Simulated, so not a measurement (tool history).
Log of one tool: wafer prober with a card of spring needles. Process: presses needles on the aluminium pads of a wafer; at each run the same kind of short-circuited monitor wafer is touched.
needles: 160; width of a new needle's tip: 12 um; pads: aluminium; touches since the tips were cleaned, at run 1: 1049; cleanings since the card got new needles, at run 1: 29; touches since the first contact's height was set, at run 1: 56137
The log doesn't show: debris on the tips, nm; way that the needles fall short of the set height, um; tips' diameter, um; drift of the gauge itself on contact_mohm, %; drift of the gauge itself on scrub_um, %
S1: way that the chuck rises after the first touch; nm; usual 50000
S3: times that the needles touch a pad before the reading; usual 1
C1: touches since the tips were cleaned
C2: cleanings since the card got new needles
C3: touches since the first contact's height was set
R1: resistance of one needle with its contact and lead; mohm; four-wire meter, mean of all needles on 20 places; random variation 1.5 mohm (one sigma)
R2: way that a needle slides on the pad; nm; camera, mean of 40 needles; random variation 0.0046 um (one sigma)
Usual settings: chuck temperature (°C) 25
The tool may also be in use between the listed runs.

Run 1, hour 0: usual settings; C1 1049; C2 29; C3 56137. Result: R1 144 mohm, R2 6811 nm.
At hour 36.7: tips cleaned on abrasive film.
Run 2, hour 59.5: usual settings; C1 3808; C2 30; C3 66046. Result: R1 145 mohm, R2 6819 nm.
At hour 81.6: tips cleaned on abrasive film.
Run 3, hour 94.6: usual settings; C1 2154; C2 31; C3 71868. Result: R1 144 mohm, R2 6821 nm.
At hour 125.7: tips cleaned on abrasive film.
Run 4, hour 161: usual settings; C1 5893; C2 32; C3 82934. Result: R1 145 mohm, R2 6804 nm.
At hour 170.7: tips cleaned on abrasive film.
At hour 196.5: height of the first contact set anew.
At hour 212.6: tips cleaned on abrasive film.
Run 5, hour 227.6: usual settings; C1 2501; C2 34; C3 5172. Result: R1 145 mohm, R2 6812 nm.
At hour 255.6: tips cleaned on abrasive film.
At hour 297.6: tips cleaned on abrasive film.
Run 6, hour 300.8: usual settings; C1 541; C2 36; C3 17353. Result: R1 144 mohm, R2 6808 nm.
At hour 342.6: tips cleaned on abrasive film.
Run 7, hour 362: usual settings; C1 3235; C2 37; C3 27538. Result: R1 143 mohm, R2 6819 nm.
At hour 383.1: tips cleaned on abrasive film.
Run 8, hour 400.3: usual settings; C1 2867; C2 38; C3 33903. Result: R1 147 mohm, R2 6812 nm.
At hour 424.9: tips cleaned on abrasive film.
Run 9, hour 434.2: usual settings; C1 1552; C2 39; C3 39533. Result: R1 144 mohm, R2 6819 nm.
At hour 465.7: tips cleaned on abrasive film.
Run 10, hour 476.2: usual settings; C1 1745; C2 40; C3 46524. Result: R1 146 mohm, R2 6815 nm.
At hour 508.3: tips cleaned on abrasive film.
Run 11, hour 523.7: usual settings; C1 2565; C2 41; C3 54431. Result: R1 144 mohm, R2 6817 nm.
At hour 549.7: tips cleaned on abrasive film.
Run 12, hour 577.2: usual settings; C1 4581; C2 42; C3 63328. Result: R1 146 mohm, R2 6809 nm.
At hour 590.5: tips cleaned on abrasive film.
Run 13, hour 615.9: usual settings; C1 4239; C2 43; C3 69765. Result: R1 147 mohm, R2 6813 nm.
At hour 633.8: tips cleaned on abrasive film.
At hour 674: tips cleaned on abrasive film.
Run 14, hour 690: usual settings but chuck temperature (°C) 52; C1 2670; C2 45; C3 82080. Result: R1 152 mohm, R2 6808 nm.
At hour 715: tips cleaned on abrasive film.
At hour 732.7: height of the first contact set anew.
Run 15, hour 737.7: usual settings but chuck temperature (°C) 52; C1 3739; C2 46; C3 823. Result: R1 154 mohm, R2 6817 nm.
At hour 757.4: tips cleaned on abrasive film.
At hour 798.7: tips cleaned on abrasive film.
Run 16, hour 811.5: usual settings but chuck temperature (°C) 52; C1 2128; C2 48; C3 13091. Result: R1 150 mohm, R2 6808 nm.
At hour 839.4: tips cleaned on abrasive film.
At hour 880.9: tips cleaned on abrasive film.
Run 17, hour 885.1: usual settings but S1 68000 nm, chuck temperature (°C) 34, S3 2; C1 701; C2 50; C3 25333. Result: R1 137 mohm, R2 9273 nm.
Run 18, hour 915.7: usual settings but S1 68000 nm, chuck temperature (°C) 34, S3 2; C1 5811; C2 50; C3 30443. Result: R1 141 mohm, R2 9266 nm.
At hour 924.2: tips cleaned on abrasive film.
At hour 964.5: tips cleaned on abrasive film.
Run 19, hour 982.4: usual settings but S1 62000 nm, chuck temperature (°C) 36, S3 2; C1 2970; C2 52; C3 41516. Result: R1 143 mohm, R2 8446 nm.
At hour 1008.1: tips cleaned on abrasive film.
At hour 1049.9: tips cleaned on abrasive film.
Run 20, hour 1053.3: usual settings but S1 62000 nm, chuck temperature (°C) 49, S3 2; C1 555; C2 54; C3 53303. Result: R1 144 mohm, R2 8456 nm.
At hour 1091.7: tips cleaned on abrasive film.
Run 21, hour 1109.4: usual settings but S1 62000 nm, chuck temperature (°C) 83, S3 3; C1 2954; C2 55; C3 62656. Result: R1 150 mohm, R2 8450 nm.
At hour 1134.7: tips cleaned on abrasive film.
Run 22, hour 1173.8: usual settings but S1 61000 nm, chuck temperature (°C) 34, S3 3; C1 6524; C2 56; C3 73375. Result: R1 147 mohm, R2 8316 nm.
At hour 1178.8: tips cleaned on abrasive film.
Run 23, hour 1211.8: usual settings but S1 58000 nm, chuck temperature (°C) 27; C1 5490; C2 57; C3 79681. Result: R1 143 mohm, R2 7900 nm.
At hour 1223.7: tips cleaned on abrasive film.
At hour 1268.8: tips cleaned on abrasive film.
At hour 1269.1: height of the first contact set anew.
Run 24, hour 1271.3: usual settings but S1 58000 nm, chuck temperature (°C) 27; C1 371; C2 59; C3 371. Result: R1 140 mohm, R2 7896 nm.
At hour 1309.8: tips cleaned on abrasive film.
Run 25, hour 1342.5: usual settings but S1 58000 nm, chuck temperature (°C) 95, S3 3; C1 5453; C2 60; C3 12223. Result: R1 156 mohm, R2 7905 nm.
At hour 1352.3: tips cleaned on abrasive film.
At hour 1394.5: tips cleaned on abrasive film.
Run 26, hour 1394.5: usual settings but S1 58000 nm, chuck temperature (°C) 95, S3 3; C1 0; C2 62; C3 20853. Result: R1 155 mohm, R2 7903 nm.
At hour 1439: tips cleaned on abrasive film.
Run 27, hour 1460.2: usual settings but S1 58000 nm, chuck temperature (°C) 95, S3 2; C1 3538; C2 63; C3 31797. Result: R1 155 mohm, R2 7903 nm.
At hour 1483.5: tips cleaned on abrasive film.
Run 28, hour 1510: usual settings but S1 37000 nm, chuck temperature (°C) 95, S3 2; C1 4425; C2 64; C3 40086. Result: R1 168 mohm, R2 5040 nm.
At hour 1528.4: tips cleaned on abrasive film.
Run 29, hour 1542: usual settings but S1 31000 nm, chuck temperature (°C) 95, S3 2; C1 2261; C2 65; C3 45391. Result: R1 175 mohm, R2 4219 nm.

Forecast each of these 3 alternatives for the next run:
At hour 1570.4: tips cleaned on abrasive film.
Run A, hour 1584.3: usual settings but S1 31000 nm, chuck temperature (°C) 95; C1 2311; C2 66; C3 52430. Result: R1 ?, R2 ?.
At hour 1570.4: tips cleaned on abrasive film.
Run B, hour 1584.3: usual settings but S1 35000 nm, S3 2; C1 2311; C2 66; C3 52430. Result: R1 ?, R2 ?.
At hour 1570.4: tips cleaned on abrasive film.
Run C, hour 1584.3: usual settings but S1 63000 nm, chuck temperature (°C) 36, S3 2; C1 2311; C2 66; C3 52430. Result: R1 ?, R2 ?.

run   R1    R2
  A  174  4221
  B  154  4774
  C  143  8585
Without the tool's hidden state the same runs would have given:
run   R1    R2
  A  173  4221
  B  154  4774
  C  143  8585
